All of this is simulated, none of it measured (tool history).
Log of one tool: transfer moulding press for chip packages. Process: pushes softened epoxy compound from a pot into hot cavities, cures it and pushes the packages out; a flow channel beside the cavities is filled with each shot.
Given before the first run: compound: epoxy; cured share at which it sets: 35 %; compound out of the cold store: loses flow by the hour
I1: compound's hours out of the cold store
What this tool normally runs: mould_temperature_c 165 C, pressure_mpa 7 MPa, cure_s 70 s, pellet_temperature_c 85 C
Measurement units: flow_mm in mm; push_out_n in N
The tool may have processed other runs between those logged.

Run 1, hour 0: usual settings; I1 26.3. Result: flow_mm 666 mm, push_out_n 328 N.
At hour 10.9: cavities cleaned with cleaning compound and waxed.
Run 2, hour 16.3: usual settings but pellet_temperature_c 82 C; I1 46.8. Result: flow_mm 634 mm, push_out_n 420 N.
Run 3, hour 24.7: usual settings but pellet_temperature_c 82 C; I1 19.3. Result: flow_mm 672 mm, push_out_n 437 N.
Run 4, hour 36.8: usual settings; I1 41.7. Result: flow_mm 632 mm, push_out_n 467 N.
At hour 39.4: cavities cleaned with cleaning compound and waxed.
At hour 46.1: cavities cleaned with cleaning compound and waxed, once more.
Run 5, hour 46.7: usual settings; I1 38. Result: flow_mm 652 mm, push_out_n 259 N.
Run 6, hour 57.8: usual settings; I1 9.7. Result: flow_mm 681 mm, push_out_n 325 N.
Run 7, hour 64.6: usual settings; I1 24. Result: flow_mm 656 mm, push_out_n 352 N.
At hour 74.6: cavities cleaned with cleaning compound and waxed.
Run 8, hour 75.7: usual settings; I1 39.4. Result: flow_mm 633 mm, push_out_n 261 N.
Run 9, hour 87.1: usual settings; I1 11.6. Result: flow_mm 677 mm, push_out_n 324 N.
Run 10, hour 98.4: usual settings; I1 8.9. Result: flow_mm 685 mm, push_out_n 389 N.
At hour 103: cavities cleaned with cleaning compound and waxed.
Run 11, hour 113.2: usual settings; I1 16. Result: flow_mm 664 mm, push_out_n 313 N.
Run 12, hour 120.2: usual settings but pressure_mpa 6.13 MPa, cure_s 92 s, pellet_temperature_c 78 C; I1 30.7. Result: flow_mm 600 mm, push_out_n 306 N.
Run 13, hour 128.6: usual settings but pressure_mpa 6.13 MPa, cure_s 92 s, pellet_temperature_c 78 C; I1 23.4. Result: flow_mm 613 mm, push_out_n 329 N.
At hour 132.3: cavities cleaned with cleaning compound and waxed.
Run 14, hour 142.2: usual settings but mould_temperature_c 159 C, cure_s 57 s, pellet_temperature_c 80 C; I1 25.5. Result: flow_mm 663 mm, push_out_n 698 N.
Run 15, hour 154.2: usual settings but mould_temperature_c 159 C, cure_s 57 s, pellet_temperature_c 80 C; I1 24.5. Result: flow_mm 656 mm, push_out_n 810 N.
At hour 160.8: cavities cleaned with cleaning compound and waxed.
Run 16, hour 168.6: usual settings but mould_temperature_c 159 C, cure_s 57 s, pellet_temperature_c 80 C; I1 12. Result: flow_mm 676 mm, push_out_n 677 N.
Run 17, hour 177.8: usual settings but mould_temperature_c 171 C, cure_s 80 s, pellet_temperature_c 80 C; I1 35.4. Result: flow_mm 624 mm, push_out_n 299 N.
At hour 189.9: cavities cleaned with cleaning compound and waxed.
Run 18, hour 193.7: usual settings but cure_s 90 s; I1 35.7. Result: flow_mm 633 mm, push_out_n 259 N.
At hour 210: plunger's sealing rings changed.
Run 19, hour 210: usual settings but mould_temperature_c 171 C, cure_s 80 s; I1 9.8. Result: flow_mm 688 mm, push_out_n 301 N.
Run 20, hour 216.3: usual settings but mould_temperature_c 171 C, cure_s 80 s; I1 27.7. Result: flow_mm 667 mm, push_out_n 318 N.
At hour 220.9: cavities cleaned with cleaning compound and waxed.
Run 21, hour 224.8: usual settings but mould_temperature_c 169 C, cure_s 78 s; I1 8.2. Result: flow_mm 703 mm, push_out_n 245 N.
Run 22, hour 239.6: usual settings but mould_temperature_c 169 C, cure_s 78 s; I1 33.2. Result: flow_mm 659 mm, push_out_n 303 N.

5 options for the next run, each taken on its own from the tool as it stands now. Forecast them:
At hour 249.1: cavities cleaned with cleaning compound and waxed.
Run A, hour 249.1: usual settings but mould_temperature_c 158 C, pressure_mpa 8.8 MPa, pellet_temperature_c 83 C; I1 41.8. Result: flow_mm ?, push_out_n ?.
At hour 249.1: cavities cleaned with cleaning compound and waxed.
Run B, hour 249.1: usual settings but cure_s 60 s; I1 38.2. Result: flow_mm ?, push_out_n ?.
At hour 249.1: cavities cleaned with cleaning compound and waxed.
Run C, hour 249.1: usual settings but pressure_mpa 7.21 MPa, cure_s 86 s; I1 47.8. Result: flow_mm ?, push_out_n ?.
At hour 249.1: cavities cleaned with cleaning compound and waxed.
Run D, hour 249.1: usual settings but pressure_mpa 6.15 MPa; I1 19.3. Result: flow_mm ?, push_out_n ?.
At hour 249.1: cavities cleaned with cleaning compound and waxed.
Run E, hour 249.1: usual settings but pressure_mpa 6.41 MPa, cure_s 50 s, pellet_temperature_c 81 C; I1 26.4. Result: flow_mm ?, push_out_n ?.

run  flow_mm  push_out_n
  A      741         368
  B      660         321
  C      653         231
  D      640         262
  E      647         499
What these runs would have given with no unlogged condition in the tool:
run  flow_mm  push_out_n
  A      747         385
  B      666         332
  C      658         226
  D      646         264
  E      653         522
